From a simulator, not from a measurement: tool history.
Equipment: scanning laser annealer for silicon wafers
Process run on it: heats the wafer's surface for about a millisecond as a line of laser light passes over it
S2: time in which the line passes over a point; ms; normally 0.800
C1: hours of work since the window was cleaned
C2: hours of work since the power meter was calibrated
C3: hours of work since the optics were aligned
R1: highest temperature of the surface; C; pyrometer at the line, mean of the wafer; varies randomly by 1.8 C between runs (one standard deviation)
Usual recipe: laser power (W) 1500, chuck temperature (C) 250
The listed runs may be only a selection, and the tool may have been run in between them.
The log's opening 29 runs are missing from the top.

Run 30, day 86.354: usual settings but laser power (W) 1391, S2 0.917 ms, chuck temperature (C) 256; C1 541; C2 3016; C3 673. Result: R1 951 C.
Run 31, day 89.475: usual settings but S2 0.784 ms; C1 597; C2 3071; C3 728. Result: R1 933 C.
Run 32, day 91.788: usual settings but S2 0.933 ms, chuck temperature (C) 270; C1 638; C2 3112; C3 769. Result: R1 1025 C.
Run 33, day 95.412: usual settings but S2 0.933 ms, chuck temperature (C) 270; C1 702; C2 3177; C3 834. Result: R1 1017 C.
At day 95.838: window over the wafer cleaned.
Run 34, day 99.521: usual settings but laser power (W) 1307, S2 0.933 ms, chuck temperature (C) 221; C1 65; C2 3248; C3 905. Result: R1 909 C.
Run 35, day 101.883: usual settings but laser power (W) 1537, S2 0.719 ms, chuck temperature (C) 216; C1 107; C2 3290; C3 947. Result: R1 916 C.
Run 36, day 104.729: usual settings but laser power (W) 1537, S2 0.719 ms, chuck temperature (C) 216; C1 158; C2 3341; C3 998. Result: R1 915 C.
Run 37, day 106.783: usual settings but laser power (W) 1537, S2 0.719 ms, chuck temperature (C) 216; C1 195; C2 3377; C3 1034. Result: R1 908 C.

Consider 5 possible next runs. They are alternatives, not a sequence: every one starts from the tool as it was left by run 37. What does each give?
Run A, day 110.167: usual settings but laser power (W) 1309, S2 0.680 ms, chuck temperature (C) 270; C1 255; C2 3437; C3 1095. Result: R1 ?.
Run B, day 110.167: usual settings but laser power (W) 1463; C1 255; C2 3437; C3 1095. Result: R1 ?.
Run C, day 110.167: usual settings but laser power (W) 1618; C1 255; C2 3437; C3 1095. Result: R1 ?.
Run D, day 110.167: usual settings but laser power (W) 1326, S2 0.786 ms, chuck temperature (C) 240; C1 255; C2 3437; C3 1095. Result: R1 ?.
Run E, day 110.167: usual settings but laser power (W) 1494, S2 0.719 ms, chuck temperature (C) 216; C1 255; C2 3437; C3 1095. Result: R1 ?.

run    R1
  A   835
  B   947
  C  1026
  D   862
  E   884
The same runs, with their run-to-run variation unchanged, on a tool lacking any hidden condition would have given:
run    R1
  A   857
  B   974
  C  1056
  D   886
  E   910

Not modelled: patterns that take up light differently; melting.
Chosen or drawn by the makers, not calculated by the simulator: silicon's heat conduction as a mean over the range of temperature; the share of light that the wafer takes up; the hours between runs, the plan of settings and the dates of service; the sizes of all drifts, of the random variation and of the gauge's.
